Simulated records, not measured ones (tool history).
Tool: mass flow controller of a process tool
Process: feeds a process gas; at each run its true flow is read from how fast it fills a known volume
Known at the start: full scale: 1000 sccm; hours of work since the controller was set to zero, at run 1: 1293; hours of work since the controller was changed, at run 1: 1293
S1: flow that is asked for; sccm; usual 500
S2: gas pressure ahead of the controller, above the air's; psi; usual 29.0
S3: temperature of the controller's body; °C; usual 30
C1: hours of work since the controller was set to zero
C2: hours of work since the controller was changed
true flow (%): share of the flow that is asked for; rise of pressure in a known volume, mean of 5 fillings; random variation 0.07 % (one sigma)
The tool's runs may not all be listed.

run 1 hour=0.0 | S1=500 S2=29.0 S3=30 | C1=1293 C2=1293 | true_flow_(%)=100.19
run 2 hour=324.6 | S1=500 S2=29.0 S3=30 | C1=1490 C2=1490 | true_flow_(%)=100.36
run 3 hour=620.4 | S1=500 S2=29.0 S3=30 | C1=1669 C2=1669 | true_flow_(%)=100.63
run 4 hour=1055.4 | S1=500 S2=29.0 S3=30 | C1=1932 C2=1932 | true_flow_(%)=100.64
run 5 hour=1393.7 | S1=500 S2=35.8 S3=30 | C1=2137 C2=2137 | true_flow_(%)=100.62
run 6 hour=1914.0 | S1=500 S2=29.0 S3=30 | C1=2452 C2=2452 | true_flow_(%)=101.11
run 7 hour=2265.0 | S1=500 S2=29.0 S3=30 | C1=2664 C2=2664 | true_flow_(%)=101.08
run 8 hour=2500.3 | S1=430 S2=29.0 S3=30 | C1=2807 C2=2807 | true_flow_(%)=101.34
run 9 hour=2939.3 | S1=430 S2=29.0 S3=23 | C1=3072 C2=3072 | true_flow_(%)=100.91
run 10 hour=3343.6 | S1=430 S2=29.0 S3=23 | C1=3317 C2=3317 | true_flow_(%)=101.05
run 11 hour=3677.9 | S1=500 S2=21.3 S3=30 | C1=3519 C2=3519 | true_flow_(%)=102.07
run 12 hour=4189.5 | S1=395 S2=29.0 S3=30 | C1=3829 C2=3829 | true_flow_(%)=102.22
run 13 hour=4657.4 | S1=500 S2=29.0 S3=39 | C1=4112 C2=4112 | true_flow_(%)=103.17
run 14 hour=5044.5 | S1=500 S2=29.0 S3=39 | C1=4346 C2=4346 | true_flow_(%)=103.29
run 15 hour=5512.9 | S1=500 S2=29.0 S3=39 | C1=4630 C2=4630 | true_flow_(%)=103.34
run 16 hour=5982.6 | S1=500 S2=23.4 S3=39 | C1=4914 C2=4914 | true_flow_(%)=103.78
run 17 hour=6263.1 | S1=227 S2=29.0 S3=30 | C1=5084 C2=5084 | true_flow_(%)=105.41
-- hour=6310.4 controller's zero set anew
run 18 hour=6528.1 | S1=227 S2=29.0 S3=30 | C1=132 C2=5244 | true_flow_(%)=108.23
run 19 hour=7029.5 | S1=227 S2=29.0 S3=30 | C1=435 C2=5547 | true_flow_(%)=108.75
run 20 hour=7571.3 | S1=500 S2=29.0 S3=30 | C1=763 C2=5875 | true_flow_(%)=104.59
run 21 hour=8058.8 | S1=500 S2=29.0 S3=30 | C1=1058 C2=6170 | true_flow_(%)=104.83
run 22 hour=8339.9 | S1=500 S2=29.0 S3=27 | C1=1228 C2=6340 | true_flow_(%)=104.70
-- hour=8787.4 controller's zero set anew, once more
run 23 hour=8865.2 | S1=500 S2=38.1 S3=27 | C1=47 C2=6658 | true_flow_(%)=99.84
run 24 hour=9384.8 | S1=500 S2=38.1 S3=27 | C1=362 C2=6972 | true_flow_(%)=100.00
run 25 hour=9614.3 | S1=606 S2=28.1 S3=25 | C1=500 C2=7111 | true_flow_(%)=100.58

The next listed run, before its measurement:
run 26 hour=10019.4 | S1=606 S2=38.7 S3=30 | C1=746 C2=7356 | true_flow_(%)=?

{"run 26": {"true flow (%)": 100.82}}
Without the tool's hidden state the same run would have given true flow (%) 99.06.

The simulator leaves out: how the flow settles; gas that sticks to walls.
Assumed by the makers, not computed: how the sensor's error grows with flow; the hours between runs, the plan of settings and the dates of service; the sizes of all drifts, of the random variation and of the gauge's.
